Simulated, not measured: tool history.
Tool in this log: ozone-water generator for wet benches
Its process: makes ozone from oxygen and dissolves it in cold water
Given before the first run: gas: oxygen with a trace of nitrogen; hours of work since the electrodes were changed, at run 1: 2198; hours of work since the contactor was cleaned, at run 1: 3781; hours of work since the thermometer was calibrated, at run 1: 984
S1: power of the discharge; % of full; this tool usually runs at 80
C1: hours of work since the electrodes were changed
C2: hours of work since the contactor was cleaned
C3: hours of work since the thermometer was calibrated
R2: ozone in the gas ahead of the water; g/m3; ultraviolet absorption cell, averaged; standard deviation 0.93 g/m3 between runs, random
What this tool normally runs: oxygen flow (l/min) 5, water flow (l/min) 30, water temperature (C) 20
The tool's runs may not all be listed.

run 1 day=0 | S1=80 oxygen_flow_(l/min)=5 water_flow_(l/min)=30 water_temperature_(C)=20 | C1=2198 C2=3781 C3=984 | dissolved_ozone_(ppm)=10.1 R2=134.3
run 2 day=2.454 | S1=80 oxygen_flow_(l/min)=5 water_flow_(l/min)=30 water_temperature_(C)=20 | C1=2237 C2=3820 C3=1023 | dissolved_ozone_(ppm)=10.1 R2=136.1
run 3 day=4.546 | S1=80 oxygen_flow_(l/min)=5 water_flow_(l/min)=30 water_temperature_(C)=20 | C1=2270 C2=3853 C3=1056 | dissolved_ozone_(ppm)=10.2 R2=135.9
run 4 day=7.158 | S1=42 oxygen_flow_(l/min)=5 water_flow_(l/min)=30 water_temperature_(C)=20 | C1=2311 C2=3894 C3=1097 | dissolved_ozone_(ppm)=7.1 R2=92.8
run 5 day=10.508 | S1=80 oxygen_flow_(l/min)=2.88 water_flow_(l/min)=30 water_temperature_(C)=20 | C1=2363 C2=3947 C3=1149 | dissolved_ozone_(ppm)=8.4 R2=164.5
run 6 day=13.942 | S1=84 oxygen_flow_(l/min)=2.88 water_flow_(l/min)=30 water_temperature_(C)=20 | C1=2417 C2=4001 C3=1204 | dissolved_ozone_(ppm)=8.7 R2=170.2
run 7 day=17.992 | S1=84 oxygen_flow_(l/min)=2.88 water_flow_(l/min)=30 water_temperature_(C)=20 | C1=2481 C2=4065 C3=1267 | dissolved_ozone_(ppm)=8.5 R2=168.3
run 8 day=21.104 | S1=84 oxygen_flow_(l/min)=2.88 water_flow_(l/min)=30 water_temperature_(C)=20 | C1=2530 C2=4114 C3=1316 | dissolved_ozone_(ppm)=8.5 R2=168
run 9 day=24.721 | S1=80 oxygen_flow_(l/min)=5 water_flow_(l/min)=30 water_temperature_(C)=20 | C1=2587 C2=4171 C3=1373 | dissolved_ozone_(ppm)=9.8 R2=132.4
-- day=25.092 water thermometer calibrated
run 10 day=27.254 | S1=80 oxygen_flow_(l/min)=5 water_flow_(l/min)=30 water_temperature_(C)=20 | C1=2627 C2=4210 C3=34 | dissolved_ozone_(ppm)=9.9 R2=131.4
run 11 day=31.329 | S1=80 oxygen_flow_(l/min)=5 water_flow_(l/min)=30 water_temperature_(C)=20 | C1=2691 C2=4274 C3=98 | dissolved_ozone_(ppm)=9.7 R2=131
run 12 day=33.092 | S1=80 oxygen_flow_(l/min)=5 water_flow_(l/min)=30 water_temperature_(C)=20 | C1=2718 C2=4302 C3=126 | dissolved_ozone_(ppm)=9.6 R2=130.4
run 13 day=37.012 | S1=80 oxygen_flow_(l/min)=5 water_flow_(l/min)=30 water_temperature_(C)=20 | C1=2780 C2=4364 C3=188 | dissolved_ozone_(ppm)=9.6 R2=130.4
run 14 day=40 | S1=80 oxygen_flow_(l/min)=5 water_flow_(l/min)=30 water_temperature_(C)=20 | C1=2827 C2=4411 C3=235 | dissolved_ozone_(ppm)=9.7 R2=128.9
-- day=40.596 water thermometer calibrated, once more
run 15 day=42.004 | S1=80 oxygen_flow_(l/min)=5 water_flow_(l/min)=30 water_temperature_(C)=20 | C1=2858 C2=4442 C3=22 | dissolved_ozone_(ppm)=9.7 R2=129.6
run 16 day=44.4 | S1=59 oxygen_flow_(l/min)=5 water_flow_(l/min)=30 water_temperature_(C)=21 | C1=2896 C2=4480 C3=60 | dissolved_ozone_(ppm)=8.1 R2=110
run 17 day=47.492 | S1=46 oxygen_flow_(l/min)=8.36 water_flow_(l/min)=30 water_temperature_(C)=20 | C1=2945 C2=4528 C3=109 | dissolved_ozone_(ppm)=7.7 R2=79

Predict each of these 4 candidate next runs independently; none follows another, all start after run 17:
run A day=51.258 | S1=61 oxygen_flow_(l/min)=5 water_flow_(l/min)=30 water_temperature_(C)=20 | C1=3004 C2=4588 C3=168 | dissolved_ozone_(ppm)=? R2=?
run B day=51.258 | S1=70 oxygen_flow_(l/min)=3.14 water_flow_(l/min)=30 water_temperature_(C)=26 | C1=3004 C2=4588 C3=168 | dissolved_ozone_(ppm)=? R2=?
run C day=51.258 | S1=46 oxygen_flow_(l/min)=5.78 water_flow_(l/min)=20 water_temperature_(C)=20 | C1=3004 C2=4588 C3=168 | dissolved_ozone_(ppm)=? R2=?
run D day=51.258 | S1=95 oxygen_flow_(l/min)=8.36 water_flow_(l/min)=30 water_temperature_(C)=13 | C1=3004 C2=4588 C3=168 | dissolved_ozone_(ppm)=? R2=?

run=A dissolved_ozone_(ppm)=8.3 R2=110.6
run=B dissolved_ozone_(ppm)=7.1 R2=140.7
run=C dissolved_ozone_(ppm)=10.3 R2=91
run=D dissolved_ozone_(ppm)=12.6 R2=114.4
Without the tool's unlogged condition, the same runs would have read:
run=A dissolved_ozone_(ppm)=10.8 R2=130.6
run=B dissolved_ozone_(ppm)=9.5 R2=168.8
run=C dissolved_ozone_(ppm)=12.8 R2=104.3
run=D dissolved_ozone_(ppm)=17.3 R2=141.7
